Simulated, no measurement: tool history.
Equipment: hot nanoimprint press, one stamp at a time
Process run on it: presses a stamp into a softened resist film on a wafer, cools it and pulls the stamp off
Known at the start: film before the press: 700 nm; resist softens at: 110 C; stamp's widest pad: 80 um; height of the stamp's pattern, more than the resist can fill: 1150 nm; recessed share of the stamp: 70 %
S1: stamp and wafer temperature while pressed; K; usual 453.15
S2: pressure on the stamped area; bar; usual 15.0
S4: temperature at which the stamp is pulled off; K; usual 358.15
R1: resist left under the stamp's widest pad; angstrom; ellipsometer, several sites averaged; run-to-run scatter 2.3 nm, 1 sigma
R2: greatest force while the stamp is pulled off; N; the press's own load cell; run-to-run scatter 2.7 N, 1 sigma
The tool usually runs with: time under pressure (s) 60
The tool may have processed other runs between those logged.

{"run": 1, "hour": 0.0, "S1": 453.15, "S2": 15.0, "time under pressure (s)": 60, "S4": 358.15, "R1": 3802, "R2": 167}
{"run": 2, "hour": 32.4, "S1": 453.15, "S2": 15.0, "time under pressure (s)": 60, "S4": 358.15, "R1": 3859, "R2": 169}
{"run": 3, "hour": 73.3, "S1": 456.15, "S2": 15.0, "time under pressure (s)": 60, "S4": 358.15, "R1": 3456, "R2": 174}
{"hour": 108.0, "done": "stamp cleaned and given a new release coat"}
{"run": 4, "hour": 120.3, "S1": 453.15, "S2": 15.0, "time under pressure (s)": 60, "S4": 358.15, "R1": 3832, "R2": 128}
{"run": 5, "hour": 177.9, "S1": 453.15, "S2": 15.0, "time under pressure (s)": 60, "S4": 358.15, "R1": 3883, "R2": 145}
{"run": 6, "hour": 248.1, "S1": 453.15, "S2": 15.0, "time under pressure (s)": 60, "S4": 358.15, "R1": 3895, "R2": 142}
{"run": 7, "hour": 283.8, "S1": 453.15, "S2": 15.0, "time under pressure (s)": 60, "S4": 358.15, "R1": 3884, "R2": 150}
{"run": 8, "hour": 320.7, "S1": 453.15, "S2": 15.0, "time under pressure (s)": 60, "S4": 358.15, "R1": 3891, "R2": 151}
{"run": 9, "hour": 389.2, "S1": 453.15, "S2": 15.0, "time under pressure (s)": 60, "S4": 358.15, "R1": 3905, "R2": 159}
{"run": 10, "hour": 422.3, "S1": 453.15, "S2": 15.0, "time under pressure (s)": 60, "S4": 350.15, "R1": 3901, "R2": 182}
{"run": 11, "hour": 463.2, "S1": 446.15, "S2": 15.0, "time under pressure (s)": 60, "S4": 358.15, "R1": 4928, "R2": 168}
{"hour": 516.5, "done": "plate thermocouple calibrated"}
{"run": 12, "hour": 543.1, "S1": 446.15, "S2": 15.0, "time under pressure (s)": 60, "S4": 358.15, "R1": 4648, "R2": 171}
{"hour": 587.6, "done": "stamp cleaned and given a new release coat"}
{"run": 13, "hour": 623.1, "S1": 446.15, "S2": 15.0, "time under pressure (s)": 60, "S4": 358.15, "R1": 4720, "R2": 128}
{"run": 14, "hour": 663.4, "S1": 446.15, "S2": 15.0, "time under pressure (s)": 60, "S4": 358.15, "R1": 4708, "R2": 126}
{"run": 15, "hour": 721.3, "S1": 446.15, "S2": 15.0, "time under pressure (s)": 60, "S4": 358.15, "R1": 4742, "R2": 136}
{"run": 16, "hour": 754.4, "S1": 446.15, "S2": 15.0, "time under pressure (s)": 60, "S4": 358.15, "R1": 4765, "R2": 140}
{"run": 17, "hour": 796.3, "S1": 453.15, "S2": 15.0, "time under pressure (s)": 72, "S4": 351.15, "R1": 3569, "R2": 171}
{"run": 18, "hour": 847.2, "S1": 453.15, "S2": 15.0, "time under pressure (s)": 40, "S4": 365.15, "R1": 4345, "R2": 127}
{"run": 19, "hour": 908.4, "S1": 453.15, "S2": 15.0, "time under pressure (s)": 40, "S4": 365.15, "R1": 4291, "R2": 136}
{"run": 20, "hour": 966.9, "S1": 453.15, "S2": 10.8, "time under pressure (s)": 106, "S4": 365.15, "R1": 3728, "R2": 137}
{"run": 21, "hour": 1006.2, "S1": 453.15, "S2": 17.5, "time under pressure (s)": 60, "S4": 362.15, "R1": 3641, "R2": 151}
{"run": 22, "hour": 1044.9, "S1": 456.15, "S2": 15.0, "time under pressure (s)": 111, "S4": 358.15, "R1": 2776, "R2": 177}
{"hour": 1068.8, "done": "stamp cleaned and given a new release coat"}
{"run": 23, "hour": 1101.7, "S1": 456.15, "S2": 15.0, "time under pressure (s)": 111, "S4": 358.15, "R1": 2826, "R2": 126}
{"run": 24, "hour": 1170.9, "S1": 453.15, "S2": 15.0, "time under pressure (s)": 35, "S4": 358.15, "R1": 4509, "R2": 133}
{"run": 25, "hour": 1234.0, "S1": 441.15, "S2": 12.5, "time under pressure (s)": 75, "S4": 348.15, "R1": 5590, "R2": 174}
{"run": 26, "hour": 1267.7, "S1": 453.15, "S2": 15.0, "time under pressure (s)": 36, "S4": 355.15, "R1": 4532, "R2": 157}
{"run": 27, "hour": 1301.6, "S1": 444.15, "S2": 12.5, "time under pressure (s)": 96, "S4": 349.15, "R1": 4926, "R2": 178}
{"hour": 1344.4, "done": "press's hydraulic seals changed and the load cell set to zero"}
{"hour": 1351.9, "done": "plate thermocouple calibrated"}
{"run": 28, "hour": 1375.5, "S1": 447.15, "S2": 15.0, "time under pressure (s)": 102, "S4": 358.15, "R1": 3872, "R2": 151}
{"run": 29, "hour": 1439.1, "S1": 447.15, "S2": 15.0, "time under pressure (s)": 102, "S4": 358.15, "R1": 3903, "R2": 166}
{"run": 30, "hour": 1485.7, "S1": 447.15, "S2": 15.0, "time under pressure (s)": 102, "S4": 358.15, "R1": 3922, "R2": 166}

Each row is a separate what-if for the run after 30, all from the same tool condition, not one after another. Results?
{"hour": 1557.3, "done": "stamp cleaned and given a new release coat"}
{"run": "A", "hour": 1565.1, "S1": 456.15, "S2": 15.0, "time under pressure (s)": 60, "S4": 358.15, "R1": "?", "R2": "?"}
{"hour": 1557.3, "done": "stamp cleaned and given a new release coat"}
{"run": "B", "hour": 1565.1, "S1": 447.15, "S2": 15.0, "time under pressure (s)": 80, "S4": 358.15, "R1": "?", "R2": "?"}
{"hour": 1557.3, "done": "stamp cleaned and given a new release coat"}
{"run": "C", "hour": 1565.1, "S1": 453.15, "S2": 15.0, "time under pressure (s)": 60, "S4": 353.15, "R1": "?", "R2": "?"}

run=A R1=3420 R2=128
run=B R1=4248 R2=121
run=C R1=3792 R2=137
Without the tool's unlogged condition, the same runs would have read:
run=A R1=3362 R2=126
run=B R1=4179 R2=119
run=C R1=3728 R2=135

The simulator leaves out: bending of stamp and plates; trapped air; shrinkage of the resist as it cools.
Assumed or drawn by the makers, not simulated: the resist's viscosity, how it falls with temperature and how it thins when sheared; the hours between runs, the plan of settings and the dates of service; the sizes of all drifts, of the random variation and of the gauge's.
